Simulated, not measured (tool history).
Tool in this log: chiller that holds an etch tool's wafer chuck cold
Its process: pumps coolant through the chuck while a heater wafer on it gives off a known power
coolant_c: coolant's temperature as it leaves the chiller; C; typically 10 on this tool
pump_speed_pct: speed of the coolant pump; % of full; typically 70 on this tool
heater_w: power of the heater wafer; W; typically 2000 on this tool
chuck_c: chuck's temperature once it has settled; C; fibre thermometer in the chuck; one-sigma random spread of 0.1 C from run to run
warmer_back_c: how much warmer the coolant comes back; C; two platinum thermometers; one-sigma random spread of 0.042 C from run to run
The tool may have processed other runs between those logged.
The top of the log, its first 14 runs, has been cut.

run,day,coolant_c,pump_speed_pct,heater_w,hours since the coolant was changed and the channels were flushed,hours since the pump was overhauled,hours since the chiller's thermometer was calibrated,chuck_c,warmer_back_c
15,24.896,10,70,2000,1635,1397,3304,25.8,9.58
16,26.312,10,85,2000,1669,1431,3338,23.5,7.99
17,28.275,17,70,2000,1716,1478,3385,32.8,9.72
18,30.6,17,70,2000,1772,1534,3441,32.9,9.59
19,32.358,2,62,1321,1814,1576,3483,13.7,7.18
20,33.838,11,70,2000,1850,1612,3518,26.9,9.6
21,34.925,10,94,1329,1876,1638,3544,18.1,4.76
22,37,17,94,1288,1926,1687,3594,24.8,4.69
23,38.129,17,65,1317,1953,1715,3621,28.1,6.86
24,39.896,10,70,1837,1995,1757,3664,24.7,8.81
25,41.825,18,75,1184,2042,1803,3710,26.7,5.27
26,43.571,7,79,2028,2083,1845,3752,21.6,8.67
27,45.158,7,64,2028,2122,1883,3790,24.5,10.66
28,46.446,6,70,1096,2153,1914,3821,14.5,5.26
29,48.275,6,70,1096,2196,1958,3865,14.8,5.23
30,50.362,6,70,1096,2247,2008,3915,14.7,5.31
31,52.612,16,66,1096,2300,2062,3969,25,5.53

Predict each of these 3 candidate next runs independently; none follows another, all start after run 31:
A,54.312,10,70,2000,2341,2103,4010,?,?
B,54.312,0,93,2520,2341,2103,4010,?,?
C,54.312,12,67,2411,2341,2103,4010,?,?

run,chuck_c,warmer_back_c
A,25.9,9.68
B,15.6,9.27
C,32.3,12.2
Stripped of hidden state, with their random variation kept, the same runs would have yielded:
run,chuck_c,warmer_back_c
A,25.6,9.63
B,15.4,9.22
C,31.9,12.13
